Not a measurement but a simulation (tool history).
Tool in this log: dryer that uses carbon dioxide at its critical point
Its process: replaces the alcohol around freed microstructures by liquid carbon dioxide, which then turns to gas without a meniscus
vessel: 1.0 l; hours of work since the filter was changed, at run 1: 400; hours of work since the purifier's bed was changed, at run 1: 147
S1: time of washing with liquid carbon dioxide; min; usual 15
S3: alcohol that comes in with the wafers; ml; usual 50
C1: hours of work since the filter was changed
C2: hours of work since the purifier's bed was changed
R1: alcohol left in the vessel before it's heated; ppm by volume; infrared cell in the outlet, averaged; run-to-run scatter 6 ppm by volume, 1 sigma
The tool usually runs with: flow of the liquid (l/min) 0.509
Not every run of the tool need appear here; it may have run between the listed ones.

run 1 hour=0 | S1=15 flow_of_the_liquid_(l/min)=0.509 S3=50 | C1=400 C2=147 | R1=414
-- hour=8.7 inlet filter changed
run 2 hour=9 | S1=15 flow_of_the_liquid_(l/min)=0.509 S3=50 | C1=0 C2=153 | R1=225
run 3 hour=20.8 | S1=15 flow_of_the_liquid_(l/min)=0.509 S3=50 | C1=9 C2=162 | R1=226
run 4 hour=27.9 | S1=15 flow_of_the_liquid_(l/min)=0.509 S3=50 | C1=14 C2=167 | R1=246
run 5 hour=36.3 | S1=15 flow_of_the_liquid_(l/min)=0.509 S3=57 | C1=21 C2=173 | R1=270
run 6 hour=49.5 | S1=22 flow_of_the_liquid_(l/min)=0.509 S3=57 | C1=30 C2=183 | R1=42
run 7 hour=60.2 | S1=22 flow_of_the_liquid_(l/min)=0.509 S3=57 | C1=38 C2=191 | R1=33
run 8 hour=70.3 | S1=22 flow_of_the_liquid_(l/min)=0.509 S3=57 | C1=46 C2=199 | R1=35

Run 9 is up next; what results do you expect?
run 9 hour=79.9 | S1=13 flow_of_the_liquid_(l/min)=0.509 S3=57 | C1=53 C2=206 | R1=?

Run 9 yielded R1 558 ppm by volume.
Take away the tool's hidden state, keep the run-to-run variation as it was, and the same run would have given R1 508 ppm by volume.
